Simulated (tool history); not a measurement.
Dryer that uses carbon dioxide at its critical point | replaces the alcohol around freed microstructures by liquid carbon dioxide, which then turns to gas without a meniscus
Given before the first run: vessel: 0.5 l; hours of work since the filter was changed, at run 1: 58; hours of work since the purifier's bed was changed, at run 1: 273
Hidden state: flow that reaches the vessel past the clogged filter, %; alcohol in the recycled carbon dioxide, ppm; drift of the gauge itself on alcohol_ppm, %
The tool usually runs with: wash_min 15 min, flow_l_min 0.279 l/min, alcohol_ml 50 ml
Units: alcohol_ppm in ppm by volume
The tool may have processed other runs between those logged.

run    hour  wash_min  flow_l_min  alcohol_ml  hours of work since the filter was changed  hours of work since the purifier's bed was changed  alcohol_ppm
  1     0.0        15       0.279          50                                          58                                                 273           77
  2    60.5        15       0.279          50                                         106                                                 321           93
  3   129.6        15       0.279          50                                         161                                                 376          113
  4   172.7        15       0.279          50                                         195                                                 410          140
  5   210.7        15       0.404          50                                         225                                                 441           49
  6   264.5        15       0.279          50                                         268                                                 484          184
      292.3  -- inlet filter changed
  7   338.8        15       0.351          50                                          37                                                 542           39
  8   395.6        15       0.279          50                                          82                                                 587          110
  9   455.7        15       0.279          50                                         130                                                 635          116
 10   489.7        15       0.279          50                                         157                                                 662          128
 11   562.6        15       0.279          50                                         215                                                 720          159
 12   620.5        15       0.279          50                                         261                                                 766          197
      654.3  -- inlet filter changed
      691.7  -- purifier's bed changed
 13   697.8        15       0.279          50                                          32                                                   5           59
 14   768.6        15       0.279          50                                          89                                                  61           61
 15   801.5        13       0.279          87                                         115                                                  87          348
 16   856.3        14       0.249          92                                         158                                                 131          545
 17   897.1        14       0.249          92                                         191                                                 164          630
 18   949.6        13       0.249          87                                         233                                                 205          978
 19  1010.0        13       0.249          87                                         281                                                 254         1150
     1019.6  -- inlet filter changed
 20  1053.7        17       0.249          57                                          27                                                 288           77
 21  1110.6        21       0.230          37                                          73                                                 333           29
 22  1169.6        17       0.352         114                                         119                                                 380           35
 23  1230.0        16       0.252          53                                         168                                                 428          155
 24  1286.2        16       0.252          53                                         212                                                 473          185
 25  1316.5        16       0.252          53                                         236                                                 497          202
 26  1346.0        11       0.469          58                                         260                                                 520           70
     1385.9  -- inlet filter changed
 27  1410.1        23       0.188         106                                          19                                                 571          111

Forecast each of these 4 alternatives for the next run:
  A  1466.0        20       0.188         106                                          64                                                 615            ?
  B  1466.0        15       0.279          25                                          64                                                 615            ?
  C  1466.0        20       0.279          50                                          64                                                 615            ?
  D  1466.0        10       0.188         106                                          64                                                 615            ?

run  alcohol_ppm
  A          288
  B           63
  C           45
  D         7228
Stripped of hidden state, with their random variation kept, the same runs would have yielded:
run  alcohol_ppm
  A          196
  B           23
  C           11
  D         6282
